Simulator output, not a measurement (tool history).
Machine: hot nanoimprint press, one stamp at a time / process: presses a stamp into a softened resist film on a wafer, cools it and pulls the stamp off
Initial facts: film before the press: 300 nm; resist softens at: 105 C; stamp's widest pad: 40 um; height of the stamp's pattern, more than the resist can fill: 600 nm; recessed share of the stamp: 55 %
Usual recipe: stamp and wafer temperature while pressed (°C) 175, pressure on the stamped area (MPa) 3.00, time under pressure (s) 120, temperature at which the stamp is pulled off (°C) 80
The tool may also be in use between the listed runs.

run     day  stamp and wafer temperature while pressed (°C)  pressure on the stamped area (MPa)  time under pressure (s)  temperature at which the stamp is pulled off (°C)  resist left under the stamp's widest pad (Å)  greatest force while the stamp is pulled off (N)
  1   0.000                                             175                                3.00                      120                                                 80                                          1379                                               167
  2   1.021                                             175                                3.00                      120                                                 80                                          1378                                               171
  3   1.733                                             175                                3.00                      120                                                 80                                          1378                                               170
  4   2.246                                             175                                3.00                      120                                                 80                                          1374                                               175
  5   3.171                                             175                                3.00                      120                                                 80                                          1375                                               180
  6   3.750                                             175                                3.00                      120                                                 80                                          1374                                               181
      4.633  -- stamp cleaned and given a new release coat
  7   4.654                                             178                                3.00                      120                                                 80                                          1248                                               144
  8   5.754                                             178                                3.00                      120                                                 80                                          1241                                               144
  9   6.662                                             178                                3.00                      120                                                 80                                          1246                                               152
 10   7.412                                             174                                3.00                      120                                                 80                                          1405                                               150
 11   8.054                                             175                                3.00                      120                                                 80                                          1363                                               149
 12   8.654                                             175                                3.00                      120                                                 80                                          1365                                               156
      9.004  -- plate thermocouple calibrated
 13   9.679                                             175                                3.00                      120                                                 80                                          1391                                               156
 14  10.771                                             175                                3.00                      120                                                 80                                          1390                                               163
 15  11.775                                             175                                3.00                      120                                                 80                                          1388                                               167
 16  12.529                                             175                                3.00                       91                                                 80                                          1543                                               164
 17  13.554                                             177                                3.55                       75                                                 78                                          1463                                               176
 18  14.675                                             175                                3.35                      120                                                 76                                          1320                                               194
 19  15.558                                             175                                3.35                      120                                                 76                                          1320                                               198
     16.662  -- stamp cleaned and given a new release coat
 20  16.767                                             175                                3.35                      120                                                 76                                          1317                                               150
 21  17.608                                             165                                4.26                      120                                                 80                                          1666                                               144
 22  18.483                                             180                                3.00                      120                                                 80                                          1175                                               145
 23  19.362                                             175                                4.37                      120                                                 80                                          1178                                               147
 24  20.392                                             173                                3.93                       77                                                 77                                          1554                                               160
 25  21.171                                             173                                3.40                       77                                                 77                                          1638                                               165
 26  22.042                                             173                                3.40                       77                                                 77                                          1635                                               162
 27  22.529                                             173                                3.40                       77                                                 77                                          1633                                               164
 28  23.362                                             175                                3.00                      112                                                 77                                          1400                                               176
 29  24.096                                             171                                2.07                      103                                                 77                                          1842                                               179

Each row is a separate what-if for the run after 29, all from the same tool condition, not one after another. Results?
  A  25.188                                             175                                3.00                       91                                                 86                                             ?                                                 ?
  B  25.188                                             175                                2.30                      186                                                 80                                             ?                                                 ?
  C  25.188                                             171                                2.07                      103                                                 86                                             ?                                                 ?

run  resist left under the stamp's widest pad (Å)  greatest force while the stamp is pulled off (N)
  A                                          1514                                               156
  B                                          1268                                               170
  C                                          1839                                               155
With the hidden condition removed and each run's random variation left untouched, the same runs would have given:
run  resist left under the stamp's widest pad (Å)  greatest force while the stamp is pulled off (N)
  A                                          1548                                               129
  B                                          1303                                               141
  C                                          1882                                               129
